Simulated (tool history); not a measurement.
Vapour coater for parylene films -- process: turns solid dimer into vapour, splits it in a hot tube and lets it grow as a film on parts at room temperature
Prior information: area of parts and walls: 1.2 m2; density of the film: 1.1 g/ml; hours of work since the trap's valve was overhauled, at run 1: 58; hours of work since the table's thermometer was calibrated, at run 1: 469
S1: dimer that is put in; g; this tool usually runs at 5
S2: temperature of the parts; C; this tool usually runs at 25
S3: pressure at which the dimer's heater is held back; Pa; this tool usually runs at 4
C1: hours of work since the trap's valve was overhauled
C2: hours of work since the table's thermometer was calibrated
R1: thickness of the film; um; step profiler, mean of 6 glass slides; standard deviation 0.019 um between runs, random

Run 1, day 0: usual settings; C1 58; C2 469. Result: R1 2.12 um.
Run 2, day 0.583: usual settings; C1 69; C2 480. Result: R1 2.16 um.
Run 3, day 1.021: usual settings; C1 78; C2 488. Result: R1 2.16 um.
Run 4, day 1.533: usual settings but S3 2.71 Pa; C1 87; C2 498. Result: R1 2.27 um.
Run 5, day 2.312: usual settings but S3 2.71 Pa; C1 102; C2 513. Result: R1 2.23 um.
Run 6, day 2.829: usual settings but S2 31 C; C1 112; C2 523. Result: R1 1.87 um.
Run 7, day 3.467: usual settings but S2 31 C; C1 124; C2 535. Result: R1 1.84 um.
Run 8, day 3.962: usual settings but S2 23 C; C1 133; C2 544. Result: R1 2.21 um.
Run 9, day 4.529: usual settings but S2 23 C; C1 144; C2 555. Result: R1 2.21 um.
Run 10, day 5.012: usual settings but S2 23 C; C1 153; C2 564. Result: R1 2.19 um.
Run 11, day 5.646: usual settings but S1 8 g; C1 165; C2 576. Result: R1 3.38 um.
Run 12, day 6.183: usual settings but S1 8 g; C1 176; C2 586. Result: R1 3.34 um.
Run 13, day 6.546: usual settings but S1 8 g; C1 182; C2 593. Result: R1 3.33 um.
Run 14, day 6.933: usual settings but S1 7 g; C1 190; C2 600. Result: R1 2.95 um.
Run 15, day 7.417: usual settings but S1 7 g, S3 4.06 Pa; C1 199; C2 609. Result: R1 2.9 um.
Run 16, day 7.971: usual settings but S3 2.69 Pa; C1 209; C2 620. Result: R1 2.21 um.
Run 17, day 8.379: usual settings but S3 2.69 Pa; C1 217; C2 628. Result: R1 2.16 um.
Run 18, day 9.075: usual settings but S1 2 g, S3 2.69 Pa; C1 230; C2 641. Result: R1 0.88 um.
Run 19, day 9.817: usual settings but S3 4.06 Pa; C1 244; C2 655. Result: R1 2.05 um.
Run 20, day 10.608: usual settings but S3 4.06 Pa; C1 259; C2 670. Result: R1 2.04 um.
Run 21, day 11.192: usual settings; C1 270; C2 681. Result: R1 2.03 um.
Run 22, day 11.658: usual settings; C1 279; C2 690. Result: R1 2.04 um.
At day 12.275: trap's valve overhauled.
Run 23, day 12.371: usual settings; C1 2; C2 700. Result: R1 1.98 um.
Run 24, day 12.725: usual settings but S1 7 g, S2 37 C, S3 4.57 Pa; C1 9; C2 707. Result: R1 2.05 um.
Run 25, day 13.1: usual settings but S1 7 g, S2 27 C, S3 4.57 Pa; C1 16; C2 714. Result: R1 2.56 um.
Run 26, day 13.867: usual settings but S1 7 g, S2 27 C, S3 4.57 Pa; C1 30; C2 728. Result: R1 2.55 um.
Run 27, day 14.433: usual settings but S1 7 g, S2 27 C, S3 4.57 Pa; C1 41; C2 739. Result: R1 2.55 um.
At day 14.671: trap's valve overhauled, once more.
Run 28, day 15.192: usual settings but S1 4 g, S2 19 C, S3 7.28 Pa; C1 10; C2 750. Result: R1 1.87 um.
Run 29, day 15.983: usual settings but S1 4 g, S2 19 C, S3 7.28 Pa; C1 25; C2 765. Result: R1 1.87 um.
Run 30, day 16.396: usual settings but S1 4 g, S2 33 C, S3 2.52 Pa; C1 33; C2 773. Result: R1 1.55 um.
Run 31, day 16.912: usual settings but S1 7 g, S2 33 C, S3 8.6 Pa; C1 42; C2 783. Result: R1 2.28 um.
Run 32, day 17.479: usual settings but S1 3 g, S2 22 C; C1 53; C2 794. Result: R1 1.39 um.
Run 33, day 18.008: usual settings but S1 3 g, S2 22 C; C1 63; C2 804. Result: R1 1.39 um.
Run 34, day 18.517: usual settings but S2 20 C; C1 73; C2 813. Result: R1 2.42 um.
Run 35, day 19.096: usual settings but S1 8 g, S2 26 C, S3 10.81 Pa; C1 84; C2 824. Result: R1 2.97 um.
Run 36, day 19.762: usual settings but S1 8 g, S2 26 C, S3 10.81 Pa; C1 97; C2 837. Result: R1 2.94 um.
Run 37, day 20.2: usual settings but S1 7 g, S2 30 C, S3 3.99 Pa; C1 105; C2 845. Result: R1 2.68 um.
Run 38, day 20.721: usual settings but S3 5.91 Pa; C1 115; C2 855. Result: R1 2.03 um.
Run 39, day 21.538: usual settings but S3 5.91 Pa; C1 130; C2 871. Result: R1 2 um.
Run 40, day 22.308: usual settings but S1 9 g, S2 27 C, S3 8.03 Pa; C1 145; C2 885. Result: R1 3.31 um.
Run 41, day 22.712: usual settings but S1 4 g, S2 32 C, S3 7.16 Pa; C1 152; C2 893. Result: R1 1.35 um.
Run 42, day 23.504: usual settings but S1 7 g, S2 24 C; C1 167; C2 908. Result: R1 2.98 um.
Run 43, day 23.908: usual settings but S1 7 g, S2 24 C; C1 175; C2 916. Result: R1 3 um.
Run 44, day 24.254: usual settings but S2 22 C; C1 182; C2 922. Result: R1 2.22 um.
Run 45, day 24.6: usual settings but S1 3 g, S2 36 C; C1 188; C2 929. Result: R1 0.98 um.
Run 46, day 25.325: usual settings but S1 4 g, S2 21 C, S3 6.86 Pa; C1 202; C2 942. Result: R1 1.71 um.

Forecast each of these 3 alternatives for the next run:
Run A, day 25.758: usual settings but S1 9 g, S2 27 C, S3 2.11 Pa; C1 210; C2 951. Result: R1 ?.
Run B, day 25.758: usual settings but S3 2.53 Pa; C1 210; C2 951. Result: R1 ?.
Run C, day 25.758: usual settings but S1 8 g, S2 21 C, S3 6.86 Pa; C1 210; C2 951. Result: R1 ?.

run    R1
  A  3.89
  B  2.22
  C  3.34
What these runs would have given with no unlogged condition in the tool:
run    R1
  A  4.12
  B  2.35
  C  3.54
